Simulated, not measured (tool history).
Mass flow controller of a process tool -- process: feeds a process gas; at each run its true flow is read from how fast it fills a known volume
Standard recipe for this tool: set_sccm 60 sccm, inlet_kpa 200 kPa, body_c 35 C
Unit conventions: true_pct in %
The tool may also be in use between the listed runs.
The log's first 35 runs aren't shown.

run    hour  set_sccm  inlet_kpa  body_c  hours of work since the controller was set to zero  hours of work since the controller was changed  true_pct
 36  6045.2        23        264      23                                                3157                                            3157      96.4
 37  6254.8       107        149      35                                                3243                                            3243     95.97
 38  6453.7       107        149      35                                                3324                                            3324     95.93
     6594.3  -- gauge calibrated
 39  6635.3       107        149      35                                                3399                                            3399     98.27
 40  6870.5        60        156      26                                                3495                                            3495     98.11
 41  6975.6        60        156      24                                                3538                                            3538     97.93
 42  7204.6       119        152      32                                                3632                                            3632     98.22
 43  7339.6        60        200      24                                                3687                                            3687     98.35
 44    7466        60        200      26                                                3739                                            3739     98.18

Alternative continuations, all from the tool just after run 44; predict every row:
  A  7583.6        45        171      21                                                3787                                            3787         ?
  B  7583.6        38        172      20                                                3787                                            3787         ?
  C  7583.6        27        194      28                                                3787                                            3787         ?
  D  7583.6        60        213      35                                                3787                                            3787         ?

run  true_pct
  A     97.87
  B      97.8
  C     97.69
  D     97.96
Stripped of hidden state, with their random variation kept, the same runs would have yielded:
run  true_pct
  A     98.21
  B     98.13
  C     98.01
  D      98.3

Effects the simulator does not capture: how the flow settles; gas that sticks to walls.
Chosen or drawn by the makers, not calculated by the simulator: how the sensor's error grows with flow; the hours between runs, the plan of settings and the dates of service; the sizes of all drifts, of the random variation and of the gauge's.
